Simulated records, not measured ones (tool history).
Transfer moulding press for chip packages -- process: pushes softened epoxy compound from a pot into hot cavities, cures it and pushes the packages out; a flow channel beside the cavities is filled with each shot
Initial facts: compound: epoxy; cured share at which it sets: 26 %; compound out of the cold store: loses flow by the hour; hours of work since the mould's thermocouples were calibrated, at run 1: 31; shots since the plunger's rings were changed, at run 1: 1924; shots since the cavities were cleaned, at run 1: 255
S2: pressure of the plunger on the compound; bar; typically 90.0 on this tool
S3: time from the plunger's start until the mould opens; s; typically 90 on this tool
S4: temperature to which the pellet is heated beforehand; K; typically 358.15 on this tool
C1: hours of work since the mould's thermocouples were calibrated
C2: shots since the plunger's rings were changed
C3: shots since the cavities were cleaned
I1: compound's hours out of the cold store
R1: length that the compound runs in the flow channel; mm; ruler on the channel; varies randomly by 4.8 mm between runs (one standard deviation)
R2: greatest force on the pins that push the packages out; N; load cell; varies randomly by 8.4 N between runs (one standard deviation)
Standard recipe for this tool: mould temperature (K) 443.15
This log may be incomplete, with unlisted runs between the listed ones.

run 1 day=0.000 | mould_temperature_(K)=443.15 S2=90.0 S3=90 S4=358.15 | C1=31 C2=1924 C3=255 | I1=43.8 | R1=582 R2=355
run 2 day=1.133 | mould_temperature_(K)=443.15 S2=90.0 S3=90 S4=358.15 | C1=47 C2=2220 C3=551 | I1=10.3 | R1=666 R2=399
-- day=2.133 cavities cleaned with cleaning compound and waxed
run 3 day=2.325 | mould_temperature_(K)=448.15 S2=90.0 S3=90 S4=358.15 | C1=62 C2=2516 C3=50 | I1=33.6 | R1=597 R2=314
run 4 day=3.496 | mould_temperature_(K)=443.15 S2=87.6 S3=90 S4=358.15 | C1=78 C2=2823 C3=357 | I1=25.7 | R1=619 R2=382
run 5 day=4.800 | mould_temperature_(K)=443.15 S2=90.0 S3=90 S4=363.15 | C1=95 C2=3164 C3=698 | I1=46.3 | R1=574 R2=372
-- day=5.250 cavities cleaned with cleaning compound and waxed
run 6 day=5.846 | mould_temperature_(K)=443.15 S2=90.0 S3=90 S4=363.15 | C1=108 C2=3421 C3=155 | I1=24.4 | R1=634 R2=375
run 7 day=6.808 | mould_temperature_(K)=443.15 S2=90.0 S3=90 S4=363.15 | C1=121 C2=3673 C3=407 | I1=19.2 | R1=645 R2=375
run 8 day=8.004 | mould_temperature_(K)=443.15 S2=90.0 S3=90 S4=363.15 | C1=137 C2=3986 C3=720 | I1=17.9 | R1=652 R2=390
-- day=8.433 cavities cleaned with cleaning compound and waxed
run 9 day=9.004 | mould_temperature_(K)=443.15 S2=90.0 S3=90 S4=351.15 | C1=150 C2=4232 C3=150 | I1=15.0 | R1=656 R2=398
run 10 day=10.538 | mould_temperature_(K)=443.15 S2=90.0 S3=90 S4=358.15 | C1=171 C2=4634 C3=552 | I1=40.2 | R1=596 R2=373
run 11 day=11.267 | mould_temperature_(K)=443.15 S2=90.0 S3=90 S4=358.15 | C1=180 C2=4824 C3=742 | I1=31.1 | R1=611 R2=386
-- day=11.529 cavities cleaned with cleaning compound and waxed
run 12 day=12.662 | mould_temperature_(K)=443.15 S2=90.0 S3=90 S4=358.15 | C1=198 C2=5174 C3=297 | I1=17.4 | R1=647 R2=384
run 13 day=13.950 | mould_temperature_(K)=443.15 S2=90.0 S3=77 S4=358.15 | C1=216 C2=5511 C3=634 | I1=32.0 | R1=619 R2=539
-- day=14.642 cavities cleaned with cleaning compound and waxed
run 14 day=14.783 | mould_temperature_(K)=443.15 S2=90.0 S3=77 S4=358.15 | C1=226 C2=5712 C3=36 | I1=35.7 | R1=604 R2=530
run 15 day=15.842 | mould_temperature_(K)=445.15 S2=90.0 S3=90 S4=357.15 | C1=240 C2=5990 C3=314 | I1=16.8 | R1=651 R2=339
run 16 day=16.683 | mould_temperature_(K)=445.15 S2=90.0 S3=90 S4=357.15 | C1=252 C2=6209 C3=533 | I1=18.7 | R1=648 R2=342
run 17 day=17.504 | mould_temperature_(K)=445.15 S2=89.1 S3=90 S4=358.15 | C1=263 C2=6425 C3=749 | I1=26.5 | R1=614 R2=348
-- day=17.846 cavities cleaned with cleaning compound and waxed
run 18 day=19.071 | mould_temperature_(K)=448.15 S2=74.0 S3=90 S4=365.15 | C1=283 C2=6819 C3=321 | I1=11.2 | R1=608 R2=310
-- day=19.454 plunger's sealing rings changed
run 19 day=20.425 | mould_temperature_(K)=448.15 S2=74.0 S3=90 S4=365.15 | C1=300 C2=254 C3=647 | I1=8.6 | R1=598 R2=298
-- day=21.158 cavities cleaned with cleaning compound and waxed
run 20 day=21.488 | mould_temperature_(K)=448.15 S2=106.2 S3=90 S4=350.15 | C1=313 C2=516 C3=86 | I1=27.3 | R1=668 R2=310
run 21 day=22.146 | mould_temperature_(K)=448.15 S2=106.2 S3=90 S4=350.15 | C1=322 C2=689 C3=259 | I1=12.6 | R1=712 R2=332
run 22 day=23.529 | mould_temperature_(K)=443.15 S2=98.9 S3=98 S4=357.15 | C1=341 C2=1051 C3=621 | I1=16.1 | R1=681 R2=338
-- day=24.254 cavities cleaned with cleaning compound and waxed
run 23 day=24.671 | mould_temperature_(K)=443.15 S2=94.2 S3=118 S4=357.15 | C1=355 C2=1334 C3=109 | I1=8.9 | R1=692 R2=284
run 24 day=25.958 | mould_temperature_(K)=439.15 S2=90.0 S3=83 S4=358.15 | C1=373 C2=1671 C3=446 | I1=19.0 | R1=651 R2=587
run 25 day=27.171 | mould_temperature_(K)=440.15 S2=108.9 S3=84 S4=358.15 | C1=389 C2=1988 C3=763 | I1=30.3 | R1=682 R2=540
-- day=27.446 cavities cleaned with cleaning compound and waxed
run 26 day=28.038 | mould_temperature_(K)=440.15 S2=108.9 S3=84 S4=358.15 | C1=400 C2=2199 C3=155 | I1=9.9 | R1=742 R2=590
run 27 day=28.858 | mould_temperature_(K)=443.15 S2=80.4 S3=90 S4=354.15 | C1=411 C2=2413 C3=369 | I1=12.2 | R1=634 R2=403
run 28 day=30.117 | mould_temperature_(K)=443.15 S2=80.4 S3=90 S4=354.15 | C1=428 C2=2743 C3=699 | I1=43.6 | R1=546 R2=370

Forecast each of these 3 alternatives for the next run:
-- day=30.562 cavities cleaned with cleaning compound and waxed
run A day=31.333 | mould_temperature_(K)=443.15 S2=90.0 S3=114 S4=358.15 | C1=443 C2=3045 C3=201 | I1=37.3 | R1=? R2=?
-- day=30.562 cavities cleaned with cleaning compound and waxed
run B day=31.333 | mould_temperature_(K)=444.15 S2=90.0 S3=90 S4=367.15 | C1=443 C2=3045 C3=201 | I1=44.2 | R1=? R2=?
-- day=30.562 cavities cleaned with cleaning compound and waxed
run C day=31.333 | mould_temperature_(K)=443.15 S2=73.8 S3=90 S4=354.15 | C1=443 C2=3045 C3=201 | I1=24.9 | R1=? R2=?

run=A R1=598 R2=298
run=B R1=587 R2=340
run=C R1=585 R2=393
What these runs would have given with no unlogged condition in the tool:
run=A R1=599 R2=297
run=B R1=587 R2=339
run=C R1=585 R2=391

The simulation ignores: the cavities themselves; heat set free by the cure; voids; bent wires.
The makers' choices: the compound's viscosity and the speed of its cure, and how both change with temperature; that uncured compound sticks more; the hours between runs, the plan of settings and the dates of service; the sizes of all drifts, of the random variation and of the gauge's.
